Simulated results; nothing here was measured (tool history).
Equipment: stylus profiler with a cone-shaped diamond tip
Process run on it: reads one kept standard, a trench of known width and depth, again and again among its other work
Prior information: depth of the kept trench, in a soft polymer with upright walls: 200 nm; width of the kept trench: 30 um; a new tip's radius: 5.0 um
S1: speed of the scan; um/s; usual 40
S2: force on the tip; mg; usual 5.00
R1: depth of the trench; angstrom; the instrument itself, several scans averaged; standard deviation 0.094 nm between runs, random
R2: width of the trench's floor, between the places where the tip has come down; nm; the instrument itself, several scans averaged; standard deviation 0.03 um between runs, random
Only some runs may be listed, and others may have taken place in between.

run 1 day=0.000 | S1=40 S2=5.00 | R1=2031.4 R2=26930
run 2 day=2.133 | S1=40 S2=5.00 | R1=2034.6 R2=26890
run 3 day=4.096 | S1=40 S2=5.00 | R1=2032.5 R2=26880
run 4 day=5.158 | S1=40 S2=5.00 | R1=2033.0 R2=26850
run 5 day=7.362 | S1=40 S2=5.00 | R1=2033.6 R2=26880
run 6 day=9.229 | S1=40 S2=5.00 | R1=2032.9 R2=26840
run 7 day=11.462 | S1=40 S2=1.75 | R1=2017.5 R2=26770
run 8 day=13.567 | S1=40 S2=1.75 | R1=2018.6 R2=26720
run 9 day=15.871 | S1=40 S2=1.75 | R1=2018.8 R2=26750
run 10 day=17.612 | S1=40 S2=1.75 | R1=2018.0 R2=26650
run 11 day=19.971 | S1=40 S2=1.75 | R1=2018.3 R2=26650
run 12 day=20.979 | S1=40 S2=7.14 | R1=2043.2 R2=26700
run 13 day=23.096 | S1=40 S2=10.50 | R1=2053.8 R2=26750
run 14 day=24.279 | S1=40 S2=10.50 | R1=2055.2 R2=26710
run 15 day=25.867 | S1=40 S2=1.99 | R1=2021.1 R2=26700
run 16 day=27.225 | S1=40 S2=5.00 | R1=2034.8 R2=26700
run 17 day=28.346 | S1=40 S2=5.00 | R1=2034.4 R2=26700
run 18 day=30.404 | S1=40 S2=5.00 | R1=2035.5 R2=26680
run 19 day=32.750 | S1=109 S2=5.00 | R1=2036.4 R2=26550
run 20 day=34.733 | S1=109 S2=5.00 | R1=2034.8 R2=26540
run 21 day=36.921 | S1=109 S2=5.00 | R1=2035.9 R2=26520
run 22 day=39.154 | S1=40 S2=2.43 | R1=2025.1 R2=26530
run 23 day=41.388 | S1=40 S2=2.43 | R1=2024.0 R2=26510
-- day=41.521 height scale calibrated on a step standard
run 24 day=43.212 | S1=38 S2=6.96 | R1=2046.4 R2=26530
run 25 day=45.233 | S1=40 S2=7.69 | R1=2051.3 R2=26570
run 26 day=47.192 | S1=40 S2=7.69 | R1=2049.6 R2=26480
run 27 day=48.342 | S1=40 S2=7.69 | R1=2050.7 R2=26520
run 28 day=49.571 | S1=40 S2=7.69 | R1=2050.1 R2=26480
run 29 day=51.646 | S1=82 S2=10.37 | R1=2059.4 R2=26490
run 30 day=53.542 | S1=82 S2=10.37 | R1=2059.9 R2=26420
-- day=54.942 height scale calibrated on a step standard, once more
run 31 day=55.908 | S1=82 S2=10.37 | R1=2051.1 R2=26360
run 32 day=57.108 | S1=82 S2=10.37 | R1=2051.0 R2=26380
run 33 day=58.758 | S1=40 S2=7.18 | R1=2041.8 R2=26490
run 34 day=60.621 | S1=78 S2=1.71 | R1=2013.8 R2=26270
run 35 day=62.688 | S1=78 S2=1.71 | R1=2015.8 R2=26250
run 36 day=64.929 | S1=29 S2=6.72 | R1=2040.2 R2=26430
run 37 day=66.150 | S1=93 S2=9.53 | R1=2049.9 R2=26270
run 38 day=67.596 | S1=24 S2=4.01 | R1=2026.8 R2=26380
run 39 day=69.133 | S1=24 S2=4.01 | R1=2029.3 R2=26420
run 40 day=70.342 | S1=24 S2=4.01 | R1=2027.4 R2=26330
run 41 day=71.958 | S1=24 S2=4.01 | R1=2028.1 R2=26310
run 42 day=74.342 | S1=24 S2=4.01 | R1=2029.8 R2=26310
run 43 day=75.850 | S1=24 S2=4.01 | R1=2028.9 R2=26300
run 44 day=76.846 | S1=24 S2=4.01 | R1=2029.5 R2=26310
run 45 day=78.362 | S1=24 S2=4.01 | R1=2029.3 R2=26230
run 46 day=80.067 | S1=24 S2=4.01 | R1=2028.8 R2=26270

Alternative continuations, all from the tool just after run 46; predict every row:
run A day=82.417 | S1=20 S2=4.41 | R1=? R2=?
run B day=82.417 | S1=20 S2=5.41 | R1=? R2=?
run C day=82.417 | S1=11 S2=14.51 | R1=? R2=?
run D day=82.417 | S1=40 S2=2.14 | R1=? R2=?

run=A R1=2030.7 R2=26270
run=B R1=2032.5 R2=26260
run=C R1=2065.1 R2=26330
run=D R1=2020.2 R2=26200
Stripped of hidden state, with their random variation kept, the same runs would have yielded:
run=A R1=2028.0 R2=27190
run=B R1=2029.7 R2=27180
run=C R1=2062.3 R2=27250
run=D R1=2017.5 R2=27120
